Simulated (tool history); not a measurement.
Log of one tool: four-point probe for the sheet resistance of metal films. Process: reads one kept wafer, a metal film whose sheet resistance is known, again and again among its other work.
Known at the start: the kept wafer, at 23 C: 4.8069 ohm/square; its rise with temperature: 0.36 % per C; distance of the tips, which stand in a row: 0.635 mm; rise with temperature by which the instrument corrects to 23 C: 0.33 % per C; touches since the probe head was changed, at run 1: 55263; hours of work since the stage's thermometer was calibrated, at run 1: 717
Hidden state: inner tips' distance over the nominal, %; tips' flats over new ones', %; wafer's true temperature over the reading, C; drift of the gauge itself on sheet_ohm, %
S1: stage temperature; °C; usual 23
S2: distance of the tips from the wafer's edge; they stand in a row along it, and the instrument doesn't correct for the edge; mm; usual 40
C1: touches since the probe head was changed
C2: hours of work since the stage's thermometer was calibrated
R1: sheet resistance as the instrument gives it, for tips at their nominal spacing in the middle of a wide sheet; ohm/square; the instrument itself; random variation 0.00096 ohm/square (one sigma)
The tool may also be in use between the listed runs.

{"run": 1, "hour": 0.0, "S1": 23, "S2": 40, "C1": 55263, "C2": 717, "R1": 4.809499}
{"run": 2, "hour": 25.5, "S1": 25, "S2": 40, "C1": 56254, "C2": 730, "R1": 4.807521}
{"run": 3, "hour": 60.7, "S1": 25, "S2": 40, "C1": 57627, "C2": 749, "R1": 4.809863}
{"run": 4, "hour": 84.0, "S1": 23, "S2": 40, "C1": 58535, "C2": 761, "R1": 4.807137}
{"run": 5, "hour": 122.8, "S1": 23, "S2": 40, "C1": 60045, "C2": 781, "R1": 4.808788}
{"run": 6, "hour": 147.7, "S1": 23, "S2": 40, "C1": 61013, "C2": 794, "R1": 4.808386}
{"run": 7, "hour": 169.0, "S1": 23, "S2": 40, "C1": 61844, "C2": 806, "R1": 4.808235}
{"run": 8, "hour": 205.5, "S1": 23, "S2": 40, "C1": 63266, "C2": 825, "R1": 4.807953}
{"run": 9, "hour": 228.1, "S1": 23, "S2": 40, "C1": 64147, "C2": 837, "R1": 4.808777}
{"run": 10, "hour": 248.1, "S1": 23, "S2": 40, "C1": 64924, "C2": 847, "R1": 4.805049}
{"run": 11, "hour": 270.0, "S1": 23, "S2": 40, "C1": 65776, "C2": 859, "R1": 4.807646}
{"run": 12, "hour": 291.2, "S1": 23, "S2": 61, "C1": 66601, "C2": 870, "R1": 4.805668}
{"run": 13, "hour": 323.2, "S1": 29, "S2": 16, "C1": 67849, "C2": 886, "R1": 4.817287}
{"run": 14, "hour": 342.0, "S1": 29, "S2": 16, "C1": 68583, "C2": 896, "R1": 4.816535}
{"run": 15, "hour": 370.5, "S1": 21, "S2": 42, "C1": 69691, "C2": 911, "R1": 4.804927}
{"run": 16, "hour": 386.3, "S1": 23, "S2": 57, "C1": 70307, "C2": 920, "R1": 4.806688}
{"run": 17, "hour": 408.1, "S1": 23, "S2": 57, "C1": 71154, "C2": 931, "R1": 4.80701}
{"run": 18, "hour": 446.5, "S1": 33, "S2": 5, "C1": 72652, "C2": 951, "R1": 4.860315}
{"run": 19, "hour": 468.4, "S1": 23, "S2": 68, "C1": 73502, "C2": 963, "R1": 4.806954}
{"run": 20, "hour": 492.8, "S1": 23, "S2": 68, "C1": 74453, "C2": 975, "R1": 4.8087}
{"run": 21, "hour": 514.6, "S1": 23, "S2": 68, "C1": 75302, "C2": 987, "R1": 4.807379}
{"run": 22, "hour": 542.1, "S1": 30, "S2": 62, "C1": 76373, "C2": 1001, "R1": 4.814725}
{"run": 23, "hour": 567.9, "S1": 23, "S2": 65, "C1": 77378, "C2": 1015, "R1": 4.805777}
{"run": 24, "hour": 600.3, "S1": 23, "S2": 65, "C1": 78639, "C2": 1032, "R1": 4.80704}

4 ways to go on from here, each from the tool as it stands after run 24. What would each give?
{"run": "A", "hour": 632.2, "S1": 29, "S2": 64, "C1": 79883, "C2": 1049, "R1": "?"}
{"run": "B", "hour": 632.2, "S1": 23, "S2": 11, "C1": 79883, "C2": 1049, "R1": "?"}
{"run": "C", "hour": 632.2, "S1": 33, "S2": 23, "C1": 79883, "C2": 1049, "R1": "?"}
{"run": "D", "hour": 632.2, "S1": 21, "S2": 70, "C1": 79883, "C2": 1049, "R1": "?"}

run=A R1=4.814362
run=B R1=4.815951
run=C R1=4.819936
run=D R1=4.805505
Without the tool's hidden state the same runs would have given:
run=A R1=4.81435
run=B R1=4.815938
run=C R1=4.819925
run=D R1=4.805491
